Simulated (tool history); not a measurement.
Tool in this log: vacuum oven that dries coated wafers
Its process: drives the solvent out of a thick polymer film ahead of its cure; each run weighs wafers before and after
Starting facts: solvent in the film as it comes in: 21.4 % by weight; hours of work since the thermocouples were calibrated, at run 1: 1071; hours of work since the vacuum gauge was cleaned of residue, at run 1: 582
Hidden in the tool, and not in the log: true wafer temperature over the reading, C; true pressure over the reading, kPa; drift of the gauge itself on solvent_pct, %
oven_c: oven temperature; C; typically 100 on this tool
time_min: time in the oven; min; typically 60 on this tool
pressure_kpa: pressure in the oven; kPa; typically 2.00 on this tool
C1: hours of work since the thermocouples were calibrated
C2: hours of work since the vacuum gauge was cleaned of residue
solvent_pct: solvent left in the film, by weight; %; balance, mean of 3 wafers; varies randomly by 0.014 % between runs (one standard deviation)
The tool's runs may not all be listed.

Run 1, hour 0.0: usual settings; C1 1071; C2 582. Result: solvent_pct 2.19 %.
Run 2, hour 24.0: usual settings; C1 1087; C2 597. Result: solvent_pct 2.20 %.
Run 3, hour 58.2: usual settings but time_min 87 min; C1 1109; C2 620. Result: solvent_pct 1.42 %.
Run 4, hour 79.1: usual settings but time_min 87 min; C1 1123; C2 634. Result: solvent_pct 1.43 %.
Run 5, hour 100.9: usual settings but time_min 87 min; C1 1137; C2 648. Result: solvent_pct 1.41 %.
Run 6, hour 117.3: usual settings but time_min 87 min; C1 1148; C2 659. Result: solvent_pct 1.42 %.
Run 7, hour 145.8: usual settings; C1 1167; C2 678. Result: solvent_pct 2.21 %.
Run 8, hour 177.9: usual settings; C1 1188; C2 699. Result: solvent_pct 2.18 %.
Run 9, hour 208.2: usual settings but oven_c 95 C; C1 1208; C2 719. Result: solvent_pct 3.62 %.
Run 10, hour 240.7: usual settings; C1 1230; C2 740. Result: solvent_pct 2.16 %.
Run 11, hour 275.9: usual settings; C1 1253; C2 764. Result: solvent_pct 2.15 %.
Run 12, hour 304.5: usual settings; C1 1272; C2 782. Result: solvent_pct 2.18 %.
Run 13, hour 326.4: usual settings but oven_c 104 C; C1 1286; C2 797. Result: solvent_pct 1.43 %.
Run 14, hour 355.2: usual settings but oven_c 110 C, time_min 32 min, pressure_kpa 1.65 kPa; C1 1305; C2 816. Result: solvent_pct 1.71 %.
Run 15, hour 378.2: usual settings but oven_c 110 C, time_min 32 min, pressure_kpa 1.65 kPa; C1 1320; C2 831. Result: solvent_pct 1.70 %.
Run 16, hour 406.4: usual settings but time_min 64 min, pressure_kpa 1.31 kPa; C1 1339; C2 850. Result: solvent_pct 1.66 %.
Run 17, hour 432.4: usual settings but oven_c 106 C; C1 1356; C2 867. Result: solvent_pct 1.20 %.
Run 18, hour 464.1: usual settings but oven_c 106 C; C1 1377; C2 888. Result: solvent_pct 1.20 %.
Run 19, hour 491.6: usual settings but oven_c 94 C, time_min 32 min, pressure_kpa 6.10 kPa; C1 1395; C2 906. Result: solvent_pct 9.22 %.
Run 20, hour 511.8: usual settings but oven_c 96 C, pressure_kpa 2.62 kPa; C1 1408; C2 919. Result: solvent_pct 3.60 %.
Run 21, hour 528.7: usual settings but time_min 41 min, pressure_kpa 1.74 kPa; C1 1419; C2 930. Result: solvent_pct 3.51 %.
Run 22, hour 546.5: usual settings but time_min 41 min, pressure_kpa 1.74 kPa; C1 1431; C2 942. Result: solvent_pct 3.50 %.
Run 23, hour 568.3: usual settings but time_min 41 min, pressure_kpa 1.74 kPa; C1 1446; C2 956. Result: solvent_pct 3.51 %.

Some steps in solvent_pct between neighbouring runs. How much of each would the tool show without its hidden state too (settings, what came in, random variation), and how much is left for the hidden state, with any gauge scatter that isn't in both results?
Run 18 -> 19: oven_c 106 -> 94, time_min 60 -> 32, pressure_kpa 2.00 -> 6.10. solvent_pct +8.02 %: hidden state -0.28, all else +8.30.
Run 19 -> 20: oven_c 94 -> 96, time_min 32 -> 60, pressure_kpa 6.10 -> 2.62. solvent_pct -5.62 %: hidden state +0.11, all else -5.73.

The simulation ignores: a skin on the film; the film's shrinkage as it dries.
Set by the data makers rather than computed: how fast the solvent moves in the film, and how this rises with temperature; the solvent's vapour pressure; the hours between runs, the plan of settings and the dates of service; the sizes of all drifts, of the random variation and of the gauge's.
